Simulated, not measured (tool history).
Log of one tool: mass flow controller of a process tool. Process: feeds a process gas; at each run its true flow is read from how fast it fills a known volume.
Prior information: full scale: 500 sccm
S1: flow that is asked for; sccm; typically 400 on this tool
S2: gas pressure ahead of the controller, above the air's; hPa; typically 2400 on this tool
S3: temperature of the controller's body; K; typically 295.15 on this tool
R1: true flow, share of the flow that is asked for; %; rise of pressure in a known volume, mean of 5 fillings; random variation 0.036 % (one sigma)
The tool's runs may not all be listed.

run    hour   S1    S2      S3     R1
  1       0  400  2400  295.15  99.32
  2    80.9  400  2400  295.15  99.34
  3     133  400  2400  295.15  99.33
  4   179.6  400  2400  295.15   99.3
  5   259.6  400  2400  299.15  99.53
  6     305  281  2400  295.15  99.03
  7   353.5  124  2400  295.15  98.29
  8   423.9  124  2400  295.15  98.27
  9   502.4  124  2400  295.15  98.28
 10   548.5  124  2400  295.15  98.25
 11   598.3  234  2400  295.15  98.84
 12   705.7  400  2400  294.15   99.2
 13     789  400  2400  294.15  99.24
 14   842.7  400  2220  295.15   99.2
 15   889.9  400  2130  295.15  99.23
 16   994.1  400  2130  295.15  99.18
 17  1075.7  400  2130  295.15  99.17
 18  1180.9  400  2130  295.15  99.21
 19  1228.4  400  2130  295.15  99.23
 20  1280.2  400  2130  295.15  99.19
 21  1341.6  215  1570  309.15  99.31
 22  1410.6  172  2560  309.15  99.25
 23    1466  400  2300  295.15  99.24
 24  1513.5   83  1430  296.15  97.26
 25  1622.6   83  1430  305.15  97.77
 26  1687.9  400  2400  301.15  99.61
 27  1759.5  149  2510  294.15  98.18
 28  1856.2  149  2510  294.15  98.19
 29  1916.4   54  2170  311.15  97.07
 30  2026.4   54  1730  302.15  96.33
 31  2116.6   80  1730  311.15   97.9
 32  2216.3  182  2060  295.15  98.34
 33    2279  217  1610  295.15  98.49
 34  2358.9  217  1610  295.15  98.43
 35  2435.8  217  1610  295.15  98.47
 36  2494.5  291  2400  295.15   98.9

Run 37, settings as shown, results not yet in. Your forecast:
 37  2546.3  88  2700  295.15   ?

R1: 97.13 %
On a tool with no hidden condition, and with the same random variation, this run would have come out at R1 99.32 %.

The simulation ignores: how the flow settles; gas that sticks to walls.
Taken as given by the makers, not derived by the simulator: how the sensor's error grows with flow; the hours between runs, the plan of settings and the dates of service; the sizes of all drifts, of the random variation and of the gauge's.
